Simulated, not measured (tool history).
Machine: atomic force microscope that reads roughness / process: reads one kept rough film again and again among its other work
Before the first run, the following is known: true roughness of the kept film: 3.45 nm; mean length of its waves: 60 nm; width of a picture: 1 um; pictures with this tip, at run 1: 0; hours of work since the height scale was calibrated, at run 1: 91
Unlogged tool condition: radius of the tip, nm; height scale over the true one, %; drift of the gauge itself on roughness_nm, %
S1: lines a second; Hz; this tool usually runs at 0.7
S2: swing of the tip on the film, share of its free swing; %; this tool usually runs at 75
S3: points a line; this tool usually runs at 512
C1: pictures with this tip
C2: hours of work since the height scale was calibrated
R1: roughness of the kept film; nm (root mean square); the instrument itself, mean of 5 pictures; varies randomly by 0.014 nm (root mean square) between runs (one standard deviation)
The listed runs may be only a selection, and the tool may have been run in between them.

run 1 day=0 | S1=0.7 S2=75 S3=512 | C1=0 C2=91 | R1=3.289
run 2 day=0.325 | S1=0.7 S2=75 S3=512 | C1=7 C2=96 | R1=3.289
run 3 day=0.858 | S1=0.7 S2=75 S3=383 | C1=19 C2=102 | R1=3.244
run 4 day=1.425 | S1=0.603 S2=75 S3=383 | C1=32 C2=110 | R1=3.248
run 5 day=1.921 | S1=0.7 S2=75 S3=512 | C1=43 C2=116 | R1=3.215
run 6 day=2.246 | S1=0.7 S2=75 S3=512 | C1=51 C2=120 | R1=3.202
run 7 day=2.738 | S1=0.7 S2=75 S3=512 | C1=62 C2=127 | R1=3.144
run 8 day=3.45 | S1=3.529 S2=75 S3=512 | C1=78 C2=136 | R1=2.832
-- day=4.062 new tip fitted
run 9 day=4.192 | S1=0.991 S2=75 S3=512 | C1=3 C2=145 | R1=3.249
run 10 day=4.846 | S1=0.608 S2=71 S3=713 | C1=18 C2=153 | R1=3.265
run 11 day=5.504 | S1=1.693 S2=71 S3=625 | C1=33 C2=162 | R1=3.144

Estimate the outcome of run 12 from the log above:
run 12 day=5.975 | S1=1.693 S2=71 S3=625 | C1=43 C2=168 | R1=?

{"run 12": {"R1": 3.109}}
If the tool had no hidden condition, the same run with the same run-to-run variation would have returned R1 3.212 nm (root mean square).
